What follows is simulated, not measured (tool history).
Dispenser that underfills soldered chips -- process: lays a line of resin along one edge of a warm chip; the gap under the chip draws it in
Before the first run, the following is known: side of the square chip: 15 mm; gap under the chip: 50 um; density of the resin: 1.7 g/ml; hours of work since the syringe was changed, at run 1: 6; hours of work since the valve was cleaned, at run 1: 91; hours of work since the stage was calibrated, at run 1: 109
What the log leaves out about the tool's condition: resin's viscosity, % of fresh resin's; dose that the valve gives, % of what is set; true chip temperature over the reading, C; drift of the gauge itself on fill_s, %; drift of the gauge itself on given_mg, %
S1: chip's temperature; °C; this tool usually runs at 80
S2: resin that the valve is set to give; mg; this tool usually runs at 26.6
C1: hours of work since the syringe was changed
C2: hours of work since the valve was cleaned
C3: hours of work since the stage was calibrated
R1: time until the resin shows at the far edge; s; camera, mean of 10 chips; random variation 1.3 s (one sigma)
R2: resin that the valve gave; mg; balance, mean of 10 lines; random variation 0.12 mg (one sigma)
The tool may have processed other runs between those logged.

run 1 hour=0 | S1=80 S2=26.6 | C1=6 C2=91 C3=109 | R1=163.7 R2=24.99
run 2 hour=3.3 | S1=80 S2=26.6 | C1=8 C2=93 C3=111 | R1=179 R2=24.98
run 3 hour=6.5 | S1=80 S2=26.6 | C1=10 C2=95 C3=113 | R1=191.9 R2=24.85
-- hour=7.8 new syringe of resin
run 4 hour=12.3 | S1=80 S2=26.6 | C1=3 C2=98 C3=117 | R1=146.7 R2=24.78
run 5 hour=15.2 | S1=80 S2=26.6 | C1=5 C2=100 C3=119 | R1=155.7 R2=24.69
run 6 hour=20.7 | S1=80 S2=28.5 | C1=8 C2=103 C3=122 | R1=170.4 R2=26.44
-- hour=25.8 new syringe of resin
run 7 hour=27.2 | S1=80 S2=28.5 | C1=1 C2=107 C3=126 | R1=131.5 R2=26.45
run 8 hour=33 | S1=80 S2=28.5 | C1=4 C2=111 C3=129 | R1=146.9 R2=26.18
run 9 hour=37.4 | S1=80 S2=26.6 | C1=7 C2=113 C3=132 | R1=165.2 R2=24.58
run 10 hour=43.2 | S1=80 S2=26.6 | C1=11 C2=117 C3=136 | R1=188.9 R2=24.2
-- hour=44 new syringe of resin
run 11 hour=49.5 | S1=80 S2=26.6 | C1=3 C2=121 C3=139 | R1=148 R2=24.12
run 12 hour=55.4 | S1=80 S2=26.6 | C1=7 C2=124 C3=143 | R1=171.2 R2=24.17
run 13 hour=58.7 | S1=80 S2=26.6 | C1=9 C2=126 C3=145 | R1=182.2 R2=24.08
-- hour=62.2 new syringe of resin
run 14 hour=64.8 | S1=80 S2=26.6 | C1=2 C2=130 C3=149 | R1=138.3 R2=24.15
run 15 hour=69.5 | S1=80 S2=26.6 | C1=5 C2=133 C3=152 | R1=155.8 R2=24.18
run 16 hour=72.9 | S1=80 S2=26.6 | C1=7 C2=135 C3=154 | R1=168.9 R2=24.05
-- hour=78.5 dispensing valve cleaned and set on the balance
run 17 hour=80 | S1=80 S2=26.6 | C1=10 C2=1 C3=157 | R1=188.5 R2=26.59
-- hour=81.1 new syringe of resin
run 18 hour=85 | S1=67 S2=24.3 | C1=2 C2=4 C3=160 | R1=239.5 R2=24.28
run 19 hour=89.8 | S1=67 S2=24.3 | C1=5 C2=7 C3=163 | R1=266.6 R2=24.22
run 20 hour=93.7 | S1=67 S2=24.3 | C1=8 C2=9 C3=166 | R1=293.1 R2=24.28
run 21 hour=98.1 | S1=68 S2=22.7 | C1=10 C2=12 C3=168 | R1=318.6 R2=22.38
-- hour=99.2 new syringe of resin
run 22 hour=102.2 | S1=68 S2=22.7 | C1=2 C2=14 C3=171 | R1=237.2 R2=22.46
run 23 hour=106.4 | S1=67 S2=23.5 | C1=4 C2=17 C3=173 | R1=276.7 R2=23.23
run 24 hour=111.3 | S1=80 S2=24.3 | C1=7 C2=20 C3=176 | R1=178 R2=24.15
run 25 hour=116.5 | S1=80 S2=24.3 | C1=11 C2=23 C3=180 | R1=194.6 R2=24.05
-- hour=117.2 new syringe of resin
run 26 hour=120.6 | S1=82 S2=30.7 | C1=2 C2=25 C3=182 | R1=131.5 R2=29.94
run 27 hour=123.7 | S1=81 S2=30.3 | C1=4 C2=27 C3=184 | R1=143.4 R2=29.55
run 28 hour=129.7 | S1=67 S2=26.6 | C1=8 C2=31 C3=187 | R1=302.2 R2=25.95
run 29 hour=133.1 | S1=71 S2=23.1 | C1=10 C2=33 C3=190 | R1=287.6 R2=22.42
-- hour=135.2 new syringe of resin
run 30 hour=136.1 | S1=68 S2=24 | C1=1 C2=35 C3=191 | R1=231.6 R2=23.52
run 31 hour=139.7 | S1=89 S2=31.4 | C1=3 C2=37 C3=194 | R1=100.2 R2=30.7
run 32 hour=144.9 | S1=83 S2=23.9 | C1=6 C2=40 C3=197 | R1=151.2 R2=23.27
run 33 hour=148.1 | S1=83 S2=23.9 | C1=8 C2=42 C3=199 | R1=163 R2=23.12
-- hour=153.3 new syringe of resin
run 34 hour=153.3 | S1=83 S2=23.9 | C1=0 C2=45 C3=202 | R1=120.6 R2=23.1

Each row is a separate what-if for the run after 34, all from the same tool condition, not one after another. Results?
run A hour=156.2 | S1=80 S2=34.5 | C1=2 C2=47 C3=204 | R1=? R2=?
run B hour=156.2 | S1=77 S2=26.6 | C1=2 C2=47 C3=204 | R1=? R2=?
run C hour=156.2 | S1=82 S2=27 | C1=2 C2=47 C3=204 | R1=? R2=?
run D hour=156.2 | S1=93 S2=26.8 | C1=2 C2=47 C3=204 | R1=? R2=?
run E hour=156.2 | S1=74 S2=26.6 | C1=2 C2=47 C3=204 | R1=? R2=?

run=A R1=134.6 R2=33.42
run=B R1=157.8 R2=25.88
run=C R1=127.2 R2=26.2
run=D R1=83.7 R2=25.97
run=E R1=176.7 R2=25.86
Had the tool no hidden state, the same runs would have come out as:
run=A R1=120.7 R2=34.5
run=B R1=140.7 R2=26.72
run=C R1=113.5 R2=27.05
run=D R1=75 R2=26.82
run=E R1=157.4 R2=26.7
